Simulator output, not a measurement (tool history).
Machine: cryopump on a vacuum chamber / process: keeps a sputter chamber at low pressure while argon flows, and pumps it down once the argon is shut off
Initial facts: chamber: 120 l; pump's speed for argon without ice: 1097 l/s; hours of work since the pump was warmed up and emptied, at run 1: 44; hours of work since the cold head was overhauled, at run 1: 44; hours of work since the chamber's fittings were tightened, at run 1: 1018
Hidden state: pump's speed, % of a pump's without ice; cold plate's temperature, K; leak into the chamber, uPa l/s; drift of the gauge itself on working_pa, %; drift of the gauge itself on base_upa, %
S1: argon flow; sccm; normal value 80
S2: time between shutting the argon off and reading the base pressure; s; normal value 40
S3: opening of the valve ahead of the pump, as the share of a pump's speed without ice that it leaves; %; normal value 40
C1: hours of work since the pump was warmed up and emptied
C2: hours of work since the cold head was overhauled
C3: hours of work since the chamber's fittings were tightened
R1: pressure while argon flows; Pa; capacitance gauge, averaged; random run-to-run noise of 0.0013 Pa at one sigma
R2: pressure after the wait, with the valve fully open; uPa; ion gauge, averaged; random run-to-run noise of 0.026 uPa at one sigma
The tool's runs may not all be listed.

{"run": 1, "day": 0.0, "S1": 80, "S2": 40, "S3": 40, "C1": 44, "C2": 44, "C3": 1018, "R1": 0.3123, "R2": 3.07}
{"run": 2, "day": 1.233, "S1": 80, "S2": 40, "S3": 40, "C1": 62, "C2": 62, "C3": 1036, "R1": 0.3153, "R2": 3.13}
{"run": 3, "day": 2.796, "S1": 63, "S2": 40, "S3": 40, "C1": 85, "C2": 85, "C3": 1058, "R1": 0.249, "R2": 3.22}
{"run": 4, "day": 3.996, "S1": 63, "S2": 40, "S3": 40, "C1": 103, "C2": 103, "C3": 1076, "R1": 0.2516, "R2": 3.36}
{"run": 5, "day": 5.512, "S1": 103, "S2": 40, "S3": 40, "C1": 125, "C2": 125, "C3": 1098, "R1": 0.4127, "R2": 3.39}
{"run": 6, "day": 7.062, "S1": 103, "S2": 40, "S3": 40, "C1": 147, "C2": 147, "C3": 1121, "R1": 0.4197, "R2": 3.39}
{"run": 7, "day": 8.192, "S1": 103, "S2": 40, "S3": 40, "C1": 164, "C2": 164, "C3": 1137, "R1": 0.4204, "R2": 3.56}
{"day": 8.588, "done": "leaking fittings of the chamber tightened, without venting"}
{"run": 8, "day": 10.125, "S1": 80, "S2": 40, "S3": 40, "C1": 191, "C2": 191, "C3": 22, "R1": 0.3309, "R2": 1.24}
{"run": 9, "day": 12.238, "S1": 47, "S2": 40, "S3": 23, "C1": 222, "C2": 222, "C3": 53, "R1": 0.3309, "R2": 1.28}
{"run": 10, "day": 14.346, "S1": 126, "S2": 43, "S3": 40, "C1": 253, "C2": 253, "C3": 84, "R1": 0.5332, "R2": 1.37}
{"run": 11, "day": 15.729, "S1": 126, "S2": 43, "S3": 40, "C1": 273, "C2": 273, "C3": 104, "R1": 0.5403, "R2": 1.39}

Run 12 is up next; what results do you expect?
{"run": 12, "day": 17.304, "S1": 123, "S2": 112, "S3": 40, "C1": 296, "C2": 296, "C3": 127, "R1": "?", "R2": "?"}

Run 12 measured R1 0.5309 Pa, R2 1 uPa.
On a tool with no hidden condition, and with the same random variation, this run would have come out at R1 0.4734 Pa, R2 0.54 uPa.
